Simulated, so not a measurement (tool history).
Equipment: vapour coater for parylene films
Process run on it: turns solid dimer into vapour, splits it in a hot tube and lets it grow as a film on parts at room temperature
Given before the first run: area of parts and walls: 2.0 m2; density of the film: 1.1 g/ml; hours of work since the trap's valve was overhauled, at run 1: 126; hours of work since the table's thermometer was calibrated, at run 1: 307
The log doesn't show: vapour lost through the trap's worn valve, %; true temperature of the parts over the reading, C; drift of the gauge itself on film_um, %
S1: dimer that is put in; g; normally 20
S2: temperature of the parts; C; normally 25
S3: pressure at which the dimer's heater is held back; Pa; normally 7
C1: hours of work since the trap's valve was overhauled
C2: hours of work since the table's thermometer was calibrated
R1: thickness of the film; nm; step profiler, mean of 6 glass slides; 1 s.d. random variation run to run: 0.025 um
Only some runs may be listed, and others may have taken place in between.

| run | day | S1 | S2 | S3 | C1 | C2 | R1 |
|---|---|---|---|---|---|---|---|
| 1 | 0 | 20 | 25 | 7 | 126 | 307 | 5190 |
| 2 | 0.338 | 20 | 25 | 7 | 131 | 312 | 5200 |
| 3 | 0.75 | 20 | 25 | 7 | 137 | 318 | 5230 |
| 4 | 1.558 | 20 | 36 | 7 | 149 | 330 | 3360 |
| 5 | 2.133 | 20 | 22 | 7 | 158 | 339 | 5950 |
| 6 | 2.658 | 20 | 25 | 7 | 165 | 346 | 5250 |
| 7 | 3.033 | 14 | 25 | 3.45 | 171 | 352 | 3870 |
| 8 | 3.654 | 28 | 25 | 7 | 180 | 361 | 7450 |
| 9 | 4.392 | 28 | 25 | 7 | 191 | 372 | 7400 |
| 10 | 5.15 | 28 | 25 | 7 | 202 | 383 | 7380 |
| 11 | 5.567 | 8 | 25 | 7 | 208 | 389 | 2130 |

4 ways to go on from here, each from the tool as it stands after run 11. What would each give?
| A | 5.908 | 33 | 25 | 9.64 | 213 | 395 | ? |
| B | 5.908 | 11 | 32 | 3.85 | 213 | 395 | ? |
| C | 5.908 | 20 | 36 | 7 | 213 | 395 | ? |
| D | 5.908 | 20 | 19 | 7 | 213 | 395 | ? |

| run | R1 |
|---|---|
| A | 8520 |
| B | 2260 |
| C | 3380 |
| D | 6770 |
Take away the tool's hidden state, keep each run's random variation, and the runs would have read:
| run | R1 |
|---|---|
| A | 8420 |
| B | 2230 |
| C | 3330 |
| D | 6680 |
